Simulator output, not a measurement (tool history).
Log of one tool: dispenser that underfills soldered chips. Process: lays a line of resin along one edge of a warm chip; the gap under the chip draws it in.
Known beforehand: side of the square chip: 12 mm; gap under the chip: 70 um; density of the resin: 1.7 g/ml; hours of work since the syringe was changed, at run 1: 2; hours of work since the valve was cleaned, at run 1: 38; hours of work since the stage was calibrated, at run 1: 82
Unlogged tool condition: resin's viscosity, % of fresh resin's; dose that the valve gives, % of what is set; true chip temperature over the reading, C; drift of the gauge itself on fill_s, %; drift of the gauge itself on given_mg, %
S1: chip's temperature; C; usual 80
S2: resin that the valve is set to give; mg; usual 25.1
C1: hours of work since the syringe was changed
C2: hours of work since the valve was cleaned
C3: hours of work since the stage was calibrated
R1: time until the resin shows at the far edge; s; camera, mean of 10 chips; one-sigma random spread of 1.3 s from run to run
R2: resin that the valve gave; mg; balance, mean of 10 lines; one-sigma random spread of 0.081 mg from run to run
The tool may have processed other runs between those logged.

{"run": 1, "day": 0.0, "S1": 80, "S2": 25.1, "C1": 2, "C2": 38, "C3": 82, "R1": 156.3, "R2": 24.65}
{"day": 0.208, "done": "new syringe of resin"}
{"run": 2, "day": 0.221, "S1": 80, "S2": 25.1, "C1": 0, "C2": 42, "C3": 86, "R1": 139.2, "R2": 24.79}
{"run": 3, "day": 0.404, "S1": 81, "S2": 25.1, "C1": 3, "C2": 45, "C3": 89, "R1": 177.7, "R2": 24.67}
{"day": 0.533, "done": "new syringe of resin"}
{"run": 4, "day": 0.583, "S1": 81, "S2": 25.1, "C1": 1, "C2": 48, "C3": 92, "R1": 137.5, "R2": 24.6}
{"run": 5, "day": 0.792, "S1": 80, "S2": 25.1, "C1": 5, "C2": 52, "C3": 96, "R1": 196.7, "R2": 24.58}
{"day": 0.854, "done": "new syringe of resin"}
{"run": 6, "day": 0.958, "S1": 80, "S2": 25.1, "C1": 2, "C2": 54, "C3": 99, "R1": 156.7, "R2": 24.58}
{"run": 7, "day": 1.125, "S1": 79, "S2": 25.1, "C1": 5, "C2": 57, "C3": 102, "R1": 213.5, "R2": 24.43}
{"day": 1.183, "done": "new syringe of resin"}
{"run": 8, "day": 1.292, "S1": 79, "S2": 25.1, "C1": 2, "C2": 60, "C3": 104, "R1": 164, "R2": 24.31}
{"run": 9, "day": 1.446, "S1": 79, "S2": 25.1, "C1": 5, "C2": 63, "C3": 107, "R1": 210.8, "R2": 24.2}
{"day": 1.508, "done": "new syringe of resin"}
{"run": 10, "day": 1.642, "S1": 66, "S2": 25.1, "C1": 2, "C2": 66, "C3": 110, "R1": 286.6, "R2": 24.31}
{"run": 11, "day": 1.8, "S1": 80, "S2": 25.1, "C1": 5, "C2": 69, "C3": 113, "R1": 212.8, "R2": 24.4}
{"day": 1.829, "done": "new syringe of resin"}
{"run": 12, "day": 1.917, "S1": 80, "S2": 25.1, "C1": 2, "C2": 71, "C3": 115, "R1": 154, "R2": 24.38}
{"run": 13, "day": 2.121, "S1": 82, "S2": 22.2, "C1": 5, "C2": 75, "C3": 119, "R1": 203.5, "R2": 21.54}
{"day": 2.15, "done": "new syringe of resin"}
{"run": 14, "day": 2.354, "S1": 82, "S2": 22.2, "C1": 4, "C2": 78, "C3": 123, "R1": 177.5, "R2": 21.4}
{"day": 2.467, "done": "new syringe of resin"}
{"run": 15, "day": 2.496, "S1": 82, "S2": 22.2, "C1": 1, "C2": 81, "C3": 125, "R1": 133.3, "R2": 21.39}
{"run": 16, "day": 2.712, "S1": 92, "S2": 26.7, "C1": 4, "C2": 85, "C3": 129, "R1": 125.4, "R2": 25.48}
{"day": 2.783, "done": "new syringe of resin"}
{"run": 17, "day": 2.925, "S1": 92, "S2": 26.7, "C1": 3, "C2": 88, "C3": 132, "R1": 107.1, "R2": 25.63}
{"run": 18, "day": 3.062, "S1": 72, "S2": 27.9, "C1": 5, "C2": 91, "C3": 135, "R1": 269.8, "R2": 26.7}
{"day": 3.1, "done": "new syringe of resin"}
{"run": 19, "day": 3.204, "S1": 88, "S2": 30.9, "C1": 2, "C2": 93, "C3": 137, "R1": 115.7, "R2": 29.65}
{"day": 3.283, "done": "dispensing valve cleaned and set on the balance"}
{"run": 20, "day": 3.438, "S1": 94, "S2": 25.1, "C1": 5, "C2": 3, "C3": 141, "R1": 128.7, "R2": 25.16}
{"day": 3.467, "done": "new syringe of resin"}
{"run": 21, "day": 3.621, "S1": 92, "S2": 25.4, "C1": 3, "C2": 6, "C3": 144, "R1": 107.5, "R2": 25.25}
{"day": 3.783, "done": "new syringe of resin"}
{"run": 22, "day": 3.783, "S1": 92, "S2": 25.4, "C1": 0, "C2": 8, "C3": 146, "R1": 87.5, "R2": 25.28}
{"run": 23, "day": 3.925, "S1": 92, "S2": 25.4, "C1": 3, "C2": 11, "C3": 149, "R1": 107.5, "R2": 25.17}

Predict each of these 5 candidate next runs independently; none follows another, all start after run 23:
{"day": 4.1, "done": "new syringe of resin"}
{"run": "A", "day": 4.125, "S1": 73, "S2": 27.1, "C1": 0, "C2": 14, "C3": 152, "R1": "?", "R2": "?"}
{"day": 4.1, "done": "new syringe of resin"}
{"run": "B", "day": 4.125, "S1": 81, "S2": 30.3, "C1": 0, "C2": 14, "C3": 152, "R1": "?", "R2": "?"}
{"day": 4.1, "done": "new syringe of resin"}
{"run": "C", "day": 4.125, "S1": 92, "S2": 30.3, "C1": 0, "C2": 14, "C3": 152, "R1": "?", "R2": "?"}
{"day": 4.1, "done": "new syringe of resin"}
{"run": "D", "day": 4.125, "S1": 83, "S2": 25.1, "C1": 0, "C2": 14, "C3": 152, "R1": "?", "R2": "?"}
{"day": 4.1, "done": "new syringe of resin"}
{"run": "E", "day": 4.125, "S1": 91, "S2": 31, "C1": 0, "C2": 14, "C3": 152, "R1": "?", "R2": "?"}

run=A R1=182.3 R2=26.87
run=B R1=132.2 R2=30.17
run=C R1=90.3 R2=30.33
run=D R1=125.5 R2=24.83
run=E R1=93.6 R2=30.84
With no hidden state in the tool, these same runs would have given:
run=A R1=166.8 R2=27.02
run=B R1=121.2 R2=30.34
run=C R1=83 R2=30.5
run=D R1=115.1 R2=24.97
run=E R1=86.1 R2=31.02
